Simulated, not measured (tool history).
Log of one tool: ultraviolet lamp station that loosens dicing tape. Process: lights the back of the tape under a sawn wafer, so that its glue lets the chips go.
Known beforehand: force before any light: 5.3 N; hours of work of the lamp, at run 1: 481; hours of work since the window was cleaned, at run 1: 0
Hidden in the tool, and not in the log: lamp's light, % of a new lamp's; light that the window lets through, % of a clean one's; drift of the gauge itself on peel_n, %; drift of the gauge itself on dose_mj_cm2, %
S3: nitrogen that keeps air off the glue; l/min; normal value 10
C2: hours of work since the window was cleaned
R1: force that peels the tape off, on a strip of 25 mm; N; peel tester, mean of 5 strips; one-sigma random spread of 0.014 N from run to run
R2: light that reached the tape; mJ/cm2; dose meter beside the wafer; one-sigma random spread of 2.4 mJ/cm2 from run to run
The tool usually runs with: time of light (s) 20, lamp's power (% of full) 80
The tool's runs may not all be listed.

{"run": 1, "hour": 0.0, "time of light (s)": 20, "lamp's power (% of full)": 80, "S3": 10, "hours of work of the lamp": 481, "C2": 0, "R1": 0.83, "R2": 227}
{"run": 2, "hour": 60.3, "time of light (s)": 20, "lamp's power (% of full)": 80, "S3": 10, "hours of work of the lamp": 523, "C2": 41, "R1": 0.889, "R2": 229}
{"run": 3, "hour": 135.6, "time of light (s)": 22, "lamp's power (% of full)": 80, "S3": 10, "hours of work of the lamp": 575, "C2": 93, "R1": 0.747, "R2": 242}
{"run": 4, "hour": 208.4, "time of light (s)": 22, "lamp's power (% of full)": 80, "S3": 10, "hours of work of the lamp": 625, "C2": 143, "R1": 0.773, "R2": 240}
{"run": 5, "hour": 262.2, "time of light (s)": 22, "lamp's power (% of full)": 80, "S3": 10, "hours of work of the lamp": 662, "C2": 181, "R1": 0.774, "R2": 239}
{"run": 6, "hour": 316.5, "time of light (s)": 22, "lamp's power (% of full)": 80, "S3": 10, "hours of work of the lamp": 699, "C2": 218, "R1": 0.792, "R2": 236}
{"run": 7, "hour": 388.1, "time of light (s)": 25, "lamp's power (% of full)": 80, "S3": 10, "hours of work of the lamp": 749, "C2": 267, "R1": 0.66, "R2": 262}
{"run": 8, "hour": 467.1, "time of light (s)": 25, "lamp's power (% of full)": 80, "S3": 10, "hours of work of the lamp": 803, "C2": 322, "R1": 0.708, "R2": 258}
{"run": 9, "hour": 526.0, "time of light (s)": 25, "lamp's power (% of full)": 80, "S3": 10, "hours of work of the lamp": 844, "C2": 362, "R1": 0.668, "R2": 255}
{"run": 10, "hour": 572.2, "time of light (s)": 25, "lamp's power (% of full)": 66, "S3": 10, "hours of work of the lamp": 875, "C2": 394, "R1": 0.994, "R2": 203}
{"run": 11, "hour": 656.5, "time of light (s)": 25, "lamp's power (% of full)": 66, "S3": 10, "hours of work of the lamp": 933, "C2": 452, "R1": 0.994, "R2": 203}
{"hour": 678.2, "done": "window cleaned of glue's vapour"}
{"run": 12, "hour": 730.6, "time of light (s)": 25, "lamp's power (% of full)": 66, "S3": 10, "hours of work of the lamp": 984, "C2": 36, "R1": 1.119, "R2": 190}
{"run": 13, "hour": 776.2, "time of light (s)": 15, "lamp's power (% of full)": 80, "S3": 10, "hours of work of the lamp": 1015, "C2": 67, "R1": 1.674, "R2": 137}
{"run": 14, "hour": 857.4, "time of light (s)": 15, "lamp's power (% of full)": 80, "S3": 10, "hours of work of the lamp": 1071, "C2": 123, "R1": 1.772, "R2": 135}
{"run": 15, "hour": 895.3, "time of light (s)": 15, "lamp's power (% of full)": 80, "S3": 10, "hours of work of the lamp": 1097, "C2": 149, "R1": 1.75, "R2": 132}
{"run": 16, "hour": 967.7, "time of light (s)": 20, "lamp's power (% of full)": 80, "S3": 8, "hours of work of the lamp": 1147, "C2": 199, "R1": 1.346, "R2": 175}
{"run": 17, "hour": 1010.4, "time of light (s)": 16, "lamp's power (% of full)": 80, "S3": 10, "hours of work of the lamp": 1177, "C2": 229, "R1": 1.706, "R2": 140}
{"run": 18, "hour": 1072.0, "time of light (s)": 20, "lamp's power (% of full)": 80, "S3": 9, "hours of work of the lamp": 1219, "C2": 271, "R1": 1.409, "R2": 169}
{"hour": 1109.6, "done": "window cleaned of glue's vapour, once more"}
{"run": 19, "hour": 1151.1, "time of light (s)": 20, "lamp's power (% of full)": 80, "S3": 9, "hours of work of the lamp": 1273, "C2": 29, "R1": 1.217, "R2": 183}
{"run": 20, "hour": 1203.7, "time of light (s)": 20, "lamp's power (% of full)": 80, "S3": 9, "hours of work of the lamp": 1310, "C2": 65, "R1": 1.293, "R2": 182}
{"run": 21, "hour": 1274.1, "time of light (s)": 20, "lamp's power (% of full)": 80, "S3": 9, "hours of work of the lamp": 1358, "C2": 113, "R1": 1.253, "R2": 179}
{"run": 22, "hour": 1316.9, "time of light (s)": 20, "lamp's power (% of full)": 80, "S3": 10, "hours of work of the lamp": 1387, "C2": 143, "R1": 1.273, "R2": 182}
{"run": 23, "hour": 1360.5, "time of light (s)": 11, "lamp's power (% of full)": 80, "S3": 10, "hours of work of the lamp": 1417, "C2": 173, "R1": 2.329, "R2": 94}
{"run": 24, "hour": 1424.9, "time of light (s)": 28, "lamp's power (% of full)": 68, "S3": 6, "hours of work of the lamp": 1462, "C2": 217, "R1": 1.257, "R2": 200}
{"run": 25, "hour": 1508.8, "time of light (s)": 28, "lamp's power (% of full)": 68, "S3": 6, "hours of work of the lamp": 1520, "C2": 275, "R1": 1.304, "R2": 195}
{"run": 26, "hour": 1556.0, "time of light (s)": 39, "lamp's power (% of full)": 83, "S3": 18, "hours of work of the lamp": 1552, "C2": 307, "R1": 0.311, "R2": 332}
{"run": 27, "hour": 1612.6, "time of light (s)": 39, "lamp's power (% of full)": 83, "S3": 18, "hours of work of the lamp": 1591, "C2": 346, "R1": 0.321, "R2": 319}
{"run": 28, "hour": 1653.1, "time of light (s)": 23, "lamp's power (% of full)": 83, "S3": 3, "hours of work of the lamp": 1619, "C2": 374, "R1": 1.817, "R2": 187}
{"run": 29, "hour": 1690.6, "time of light (s)": 11, "lamp's power (% of full)": 91, "S3": 4, "hours of work of the lamp": 1645, "C2": 400, "R1": 2.822, "R2": 96}
{"run": 30, "hour": 1749.0, "time of light (s)": 20, "lamp's power (% of full)": 92, "S3": 6, "hours of work of the lamp": 1685, "C2": 440, "R1": 1.494, "R2": 177}
{"hour": 1784.9, "done": "window cleaned of glue's vapour"}
{"hour": 1793.1, "done": "lamp changed"}
{"run": 31, "hour": 1826.1, "time of light (s)": 20, "lamp's power (% of full)": 92, "S3": 6, "hours of work of the lamp": 23, "C2": 28, "R1": 0.682, "R2": 297}
{"run": 32, "hour": 1890.7, "time of light (s)": 26, "lamp's power (% of full)": 82, "S3": 13, "hours of work of the lamp": 67, "C2": 72, "R1": 0.349, "R2": 345}
{"run": 33, "hour": 1975.4, "time of light (s)": 29, "lamp's power (% of full)": 66, "S3": 4, "hours of work of the lamp": 125, "C2": 130, "R1": 0.839, "R2": 300}
{"run": 34, "hour": 2012.7, "time of light (s)": 11, "lamp's power (% of full)": 80, "S3": 7, "hours of work of the lamp": 151, "C2": 156, "R1": 1.855, "R2": 136}
{"run": 35, "hour": 2052.0, "time of light (s)": 11, "lamp's power (% of full)": 80, "S3": 7, "hours of work of the lamp": 178, "C2": 183, "R1": 1.884, "R2": 131}
{"run": 36, "hour": 2091.9, "time of light (s)": 11, "lamp's power (% of full)": 80, "S3": 7, "hours of work of the lamp": 206, "C2": 211, "R1": 1.811, "R2": 134}
{"run": 37, "hour": 2153.1, "time of light (s)": 13, "lamp's power (% of full)": 67, "S3": 12, "hours of work of the lamp": 248, "C2": 253, "R1": 1.691, "R2": 128}
{"run": 38, "hour": 2195.1, "time of light (s)": 20, "lamp's power (% of full)": 66, "S3": 7, "hours of work of the lamp": 277, "C2": 282, "R1": 1.231, "R2": 199}
{"run": 39, "hour": 2257.1, "time of light (s)": 20, "lamp's power (% of full)": 66, "S3": 7, "hours of work of the lamp": 319, "C2": 324, "R1": 1.282, "R2": 195}
{"run": 40, "hour": 2310.8, "time of light (s)": 21, "lamp's power (% of full)": 70, "S3": 10, "hours of work of the lamp": 356, "C2": 361, "R1": 0.96, "R2": 214}
{"run": 41, "hour": 2371.8, "time of light (s)": 20, "lamp's power (% of full)": 93, "S3": 10, "hours of work of the lamp": 398, "C2": 403, "R1": 0.641, "R2": 267}
{"run": 42, "hour": 2454.9, "time of light (s)": 20, "lamp's power (% of full)": 93, "S3": 10, "hours of work of the lamp": 456, "C2": 461, "R1": 0.661, "R2": 262}
{"hour": 2463.1, "done": "window cleaned of glue's vapour"}
{"run": 43, "hour": 2494.9, "time of light (s)": 20, "lamp's power (% of full)": 80, "S3": 10, "hours of work of the lamp": 483, "C2": 22, "R1": 0.832, "R2": 233}
{"run": 44, "hour": 2567.1, "time of light (s)": 20, "lamp's power (% of full)": 80, "S3": 10, "hours of work of the lamp": 533, "C2": 72, "R1": 0.835, "R2": 226}

Some steps in R1, run to run, broken into two amounts with sign: the step expected even without the hidden condition (settings, incoming material, random variation), and the rest, left for the hidden condition together with whatever gauge scatter is not in both the measured and the hidden-condition-free result:
Run 23 -> 24: time of light (s) 11 -> 28, lamp's power (% of full) 80 -> 68, S3 10 -> 6. R1 -1.072 N: hidden state -0.123, all else -0.949.
Run 25 -> 26: time of light (s) 28 -> 39, lamp's power (% of full) 68 -> 83, S3 6 -> 18. R1 -0.993 N: hidden state -0.507, all else -0.486.
Run 27 -> 28: time of light (s) 39 -> 23, S3 18 -> 3. R1 +1.496 N: hidden state +0.701, all else +0.795.
Run 29 -> 30: time of light (s) 11 -> 20, lamp's power (% of full) 91 -> 92, S3 4 -> 6. R1 -1.328 N: hidden state -0.121, all else -1.207.
Run 30 -> 31: window cleaned of glue's vapour, lamp changed. R1 -0.812 N: hidden state -0.811, all else -0.001.

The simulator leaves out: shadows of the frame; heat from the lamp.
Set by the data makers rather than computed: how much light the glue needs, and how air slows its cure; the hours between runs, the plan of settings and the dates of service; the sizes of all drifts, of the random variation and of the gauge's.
